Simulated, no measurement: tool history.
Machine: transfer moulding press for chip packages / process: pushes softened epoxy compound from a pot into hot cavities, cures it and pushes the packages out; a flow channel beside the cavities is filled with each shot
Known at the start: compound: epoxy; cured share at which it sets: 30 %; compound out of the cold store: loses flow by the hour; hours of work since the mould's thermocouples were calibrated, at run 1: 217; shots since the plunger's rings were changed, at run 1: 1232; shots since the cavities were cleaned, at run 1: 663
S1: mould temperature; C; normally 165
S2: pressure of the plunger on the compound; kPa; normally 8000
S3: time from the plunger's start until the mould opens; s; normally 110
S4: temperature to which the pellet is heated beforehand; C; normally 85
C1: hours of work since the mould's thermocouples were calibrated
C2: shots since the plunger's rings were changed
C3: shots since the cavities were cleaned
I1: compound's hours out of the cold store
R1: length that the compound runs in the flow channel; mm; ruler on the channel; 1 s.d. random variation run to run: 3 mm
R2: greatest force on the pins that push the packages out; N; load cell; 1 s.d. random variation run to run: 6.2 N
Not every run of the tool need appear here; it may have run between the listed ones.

Run 1, hour 0: usual settings; C1 217; C2 1232; C3 663; I1 34. Result: R1 699 mm, R2 432 N.
At hour 14: cavities cleaned with cleaning compound and waxed.
Run 2, hour 20.4: usual settings; C1 225; C2 1381; C3 50; I1 44.9. Result: R1 678 mm, R2 269 N.
Run 3, hour 30.1: usual settings but S2 8990 kPa; C1 229; C2 1457; C3 126; I1 34.7. Result: R1 742 mm, R2 293 N.
Run 4, hour 46.6: usual settings but S1 166 C; C1 236; C2 1587; C3 256; I1 47.3. Result: R1 668 mm, R2 300 N.
Run 5, hour 56.6: usual settings but S1 166 C; C1 241; C2 1665; C3 334; I1 44.3. Result: R1 671 mm, R2 345 N.
Run 6, hour 79.4: usual settings but S1 166 C, S3 104 s; C1 251; C2 1845; C3 514; I1 35.6. Result: R1 692 mm, R2 390 N.
Run 7, hour 92.3: usual settings but S1 166 C, S3 104 s; C1 256; C2 1946; C3 615; I1 21.3. Result: R1 722 mm, R2 444 N.
At hour 113.2: cavities cleaned with cleaning compound and waxed.
Run 8, hour 116.4: usual settings but S1 166 C, S3 104 s; C1 266; C2 2124; C3 25; I1 20.7. Result: R1 726 mm, R2 258 N.
Run 9, hour 131.1: usual settings but S1 166 C, S3 104 s; C1 272; C2 2239; C3 140; I1 38.2. Result: R1 685 mm, R2 313 N.
Run 10, hour 141.7: usual settings but S1 173 C, S3 104 s; C1 277; C2 2322; C3 223; I1 39. Result: R1 661 mm, R2 275 N.
Run 11, hour 153.8: usual settings but S2 9360 kPa; C1 282; C2 2418; C3 319; I1 12.1. Result: R1 805 mm, R2 357 N.
Run 12, hour 177.4: usual settings but S2 9360 kPa; C1 292; C2 2603; C3 504; I1 31.7. Result: R1 759 mm, R2 398 N.
Run 13, hour 192.7: usual settings; C1 299; C2 2724; C3 625; I1 34.6. Result: R1 695 mm, R2 428 N.
At hour 212.4: cavities cleaned with cleaning compound and waxed.
Run 14, hour 217.1: usual settings; C1 309; C2 2903; C3 37; I1 46.6. Result: R1 665 mm, R2 272 N.
Run 15, hour 231.9: usual settings but S1 173 C, S3 103 s; C1 315; C2 3020; C3 154; I1 37.2. Result: R1 666 mm, R2 262 N.
Run 16, hour 250.9: usual settings but S2 9430 kPa, S3 108 s; C1 324; C2 3169; C3 303; I1 30.6. Result: R1 760 mm, R2 376 N.
Run 17, hour 271.5: usual settings but S2 9430 kPa, S3 108 s; C1 333; C2 3331; C3 465; I1 29.9. Result: R1 758 mm, R2 395 N.
Run 18, hour 283.4: usual settings but S1 166 C, S2 8020 kPa, S3 113 s, S4 80 C; C1 338; C2 3425; C3 559; I1 37.2. Result: R1 683 mm, R2 399 N.
Run 19, hour 301.4: usual settings but S1 157 C, S2 6310 kPa, S3 91 s, S4 80 C; C1 346; C2 3566; C3 700; I1 34.4. Result: R1 635 mm, R2 1167 N.
At hour 310.7: cavities cleaned with cleaning compound and waxed.
Run 20, hour 313.4: usual settings but S1 159 C, S3 118 s, S4 84 C; C1 350; C2 3649; C3 21; I1 10.6. Result: R1 768 mm, R2 351 N.
At hour 330: plunger's sealing rings changed.
Run 21, hour 331.4: usual settings but S1 159 C, S3 118 s, S4 84 C; C1 357; C2 11; C3 143; I1 10.5. Result: R1 785 mm, R2 412 N.
Run 22, hour 343: usual settings but S1 159 C, S3 118 s, S4 84 C; C1 362; C2 102; C3 234; I1 35.8. Result: R1 722 mm, R2 424 N.
Run 23, hour 362.1: usual settings but S1 166 C, S2 7640 kPa; C1 370; C2 252; C3 384; I1 28.6. Result: R1 703 mm, R2 364 N.
Run 24, hour 380.1: usual settings but S1 166 C, S2 9000 kPa, S3 109 s; C1 378; C2 394; C3 526; I1 16. Result: R1 788 mm, R2 410 N.
Run 25, hour 399.8: usual settings but S1 163 C, S2 9710 kPa, S3 139 s; C1 386; C2 549; C3 681; I1 29.9. Result: R1 792 mm, R2 390 N.
At hour 412.3: cavities cleaned with cleaning compound and waxed.
Run 26, hour 418.4: usual settings but S1 163 C, S2 9710 kPa, S3 139 s; C1 394; C2 683; C3 47; I1 46.4. Result: R1 752 mm, R2 236 N.
Run 27, hour 428.5: usual settings but S2 6150 kPa, S4 77 C; C1 398; C2 763; C3 127; I1 16.7. Result: R1 651 mm, R2 299 N.
Run 28, hour 439.3: usual settings but S1 162 C, S3 144 s; C1 403; C2 848; C3 212; I1 16.7. Result: R1 757 mm, R2 293 N.

4 options for the next run, each taken on its own from the tool as it stands now. Forecast them:
Run A, hour 449.2: usual settings but S1 163 C, S3 124 s; C1 407; C2 925; C3 289; I1 40.4. Result: R1 ?, R2 ?.
Run B, hour 449.2: usual settings but S2 7600 kPa, S3 144 s, S4 89 C; C1 407; C2 925; C3 289; I1 16.7. Result: R1 ?, R2 ?.
Run C, hour 449.2: usual settings but S1 173 C, S3 99 s, S4 83 C; C1 407; C2 925; C3 289; I1 42.5. Result: R1 ?, R2 ?.
Run D, hour 449.2: usual settings but S4 82 C; C1 407; C2 925; C3 289; I1 33. Result: R1 ?, R2 ?.

run   R1   R2
  A  694  344
  B  721  296
  C  665  287
  D  702  362
What these runs would have given with no unlogged condition in the tool:
run   R1   R2
  A  697  231
  B  724  200
  C  668  191
  D  705  240
